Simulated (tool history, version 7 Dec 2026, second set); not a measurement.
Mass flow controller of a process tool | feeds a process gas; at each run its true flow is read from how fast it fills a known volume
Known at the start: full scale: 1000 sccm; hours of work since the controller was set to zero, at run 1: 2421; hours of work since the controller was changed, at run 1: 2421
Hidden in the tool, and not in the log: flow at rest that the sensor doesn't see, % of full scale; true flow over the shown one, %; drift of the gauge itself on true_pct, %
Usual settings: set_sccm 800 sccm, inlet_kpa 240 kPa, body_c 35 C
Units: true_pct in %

run    hour  set_sccm  inlet_kpa  body_c  hours of work since the controller was set to zero  hours of work since the controller was changed  true_pct
  1       0       800        240      35                                                2421                                            2421     98.76
  2   144.7       800        240      35                                                2527                                            2527     98.81
  3   260.7       800        240      35                                                2613                                            2613     98.72
  4   387.8       800        240      35                                                2707                                            2707     98.71
  5   502.4       113        240      35                                                2792                                            2792     97.86
  6   562.7       800        240      31                                                2836                                            2836     99.05
  7   705.8       800        199      31                                                2942                                            2942     99.23
  8   801.8       800        199      31                                                3013                                            3013     99.28
  9   877.3       433        157      31                                                3069                                            3069      98.9
 10   988.5       283        235      28                                                3151                                            3151     98.67
 11  1066.3       283        235      28                                                3208                                            3208     98.82
 12  1129.5       283        235      28                                                3255                                            3255     98.69
 13  1260.1       283        235      28                                                3352                                            3352     98.78
 14  1342.2       800        198      30                                                3412                                            3412     99.41
 15  1440.3       637        211      26                                                3485                                            3485     99.43
 16  1565.1       637        211      26                                                3577                                            3577     99.33

Forecast each of these 5 alternatives for the next run:
  A  1693.2       386        158      21                                                3672                                            3672         ?
  B  1693.2       637        211      20                                                3672                                            3672         ?
  C  1693.2       154        221      35                                                3672                                            3672         ?
  D  1693.2       153        144      21                                                3672                                            3672         ?
  E  1693.2       800        153      32                                                3672                                            3672         ?

run  true_pct
  A     99.67
  B     99.88
  C     97.88
  D     99.41
  E     99.37
Without the tool's hidden state the same runs would have given:
run  true_pct
  A     99.66
  B     99.87
  C     97.86
  D     99.39
  E     99.36
